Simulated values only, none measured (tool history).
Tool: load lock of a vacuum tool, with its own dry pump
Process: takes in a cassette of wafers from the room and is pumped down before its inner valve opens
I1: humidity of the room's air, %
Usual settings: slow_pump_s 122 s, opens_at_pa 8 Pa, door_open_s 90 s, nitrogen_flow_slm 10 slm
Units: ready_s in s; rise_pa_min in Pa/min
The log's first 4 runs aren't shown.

Run 5, hour 514.3: usual settings; I1 47.9. Result: ready_s 237.3 s, rise_pa_min 0.036 Pa/min.
Run 6, hour 611.7: usual settings; I1 46.1. Result: ready_s 240.4 s, rise_pa_min 0.037 Pa/min.
Run 7, hour 769.1: usual settings; I1 44.5. Result: ready_s 236.5 s, rise_pa_min 0.036 Pa/min.
Run 8, hour 974.6: usual settings but slow_pump_s 149 s; I1 43.7. Result: ready_s 260.8 s, rise_pa_min 0.032 Pa/min.
Run 9, hour 1133.1: usual settings but slow_pump_s 149 s; I1 40.7. Result: ready_s 260.3 s, rise_pa_min 0.034 Pa/min.
Run 10, hour 1293.9: usual settings but slow_pump_s 149 s; I1 44.3. Result: ready_s 258.8 s, rise_pa_min 0.035 Pa/min.
Run 11, hour 1457: usual settings; I1 48. Result: ready_s 237.8 s, rise_pa_min 0.042 Pa/min.
Run 12, hour 1585.6: usual settings; I1 45.4. Result: ready_s 237.2 s, rise_pa_min 0.039 Pa/min.
Run 13, hour 1683: usual settings; I1 42. Result: ready_s 238.5 s, rise_pa_min 0.031 Pa/min.
Run 14, hour 1891.9: usual settings but nitrogen_flow_slm 43 slm; I1 44.6. Result: ready_s 237.5 s, rise_pa_min 0.017 Pa/min.
Run 15, hour 2069.7: usual settings but nitrogen_flow_slm 43 slm; I1 43.8. Result: ready_s 239.7 s, rise_pa_min 0.017 Pa/min.
Run 16, hour 2277.1: usual settings but nitrogen_flow_slm 43 slm; I1 47.3. Result: ready_s 238.9 s, rise_pa_min 0.016 Pa/min.
Run 17, hour 2433.5: usual settings; I1 49.2. Result: ready_s 238.6 s, rise_pa_min 0.038 Pa/min.
Run 18, hour 2593.7: usual settings but opens_at_pa 11 Pa; I1 46.2. Result: ready_s 232.5 s, rise_pa_min 0.037 Pa/min.
Run 19, hour 2771: usual settings but opens_at_pa 15 Pa, door_open_s 156 s; I1 46.9. Result: ready_s 226.1 s, rise_pa_min 0.053 Pa/min.
Run 20, hour 2870.7: usual settings but opens_at_pa 15 Pa, door_open_s 156 s; I1 44.6. Result: ready_s 228.9 s, rise_pa_min 0.052 Pa/min.
Run 21, hour 3078.9: usual settings but slow_pump_s 107 s, opens_at_pa 10 Pa, door_open_s 167 s, nitrogen_flow_slm 7 slm; I1 44.9. Result: ready_s 219.9 s, rise_pa_min 0.06 Pa/min.
Run 22, hour 3234: usual settings but slow_pump_s 163 s, opens_at_pa 10 Pa, door_open_s 26 s; I1 46. Result: ready_s 270.3 s, rise_pa_min 0.014 Pa/min.

The next listed run, before its measurement:
At hour 3313.9: door's seal changed, seat wiped.
Run 23, hour 3361.2: usual settings but slow_pump_s 67 s, opens_at_pa 13 Pa, door_open_s 37 s, nitrogen_flow_slm 25 slm; I1 45. Result: ready_s ?, rise_pa_min ?.

ready_s: 184.7 s
rise_pa_min: 0.013 Pa/min
Without the tool's hidden state the same run would have given ready_s 184.6 s, rise_pa_min 0.013 Pa/min.

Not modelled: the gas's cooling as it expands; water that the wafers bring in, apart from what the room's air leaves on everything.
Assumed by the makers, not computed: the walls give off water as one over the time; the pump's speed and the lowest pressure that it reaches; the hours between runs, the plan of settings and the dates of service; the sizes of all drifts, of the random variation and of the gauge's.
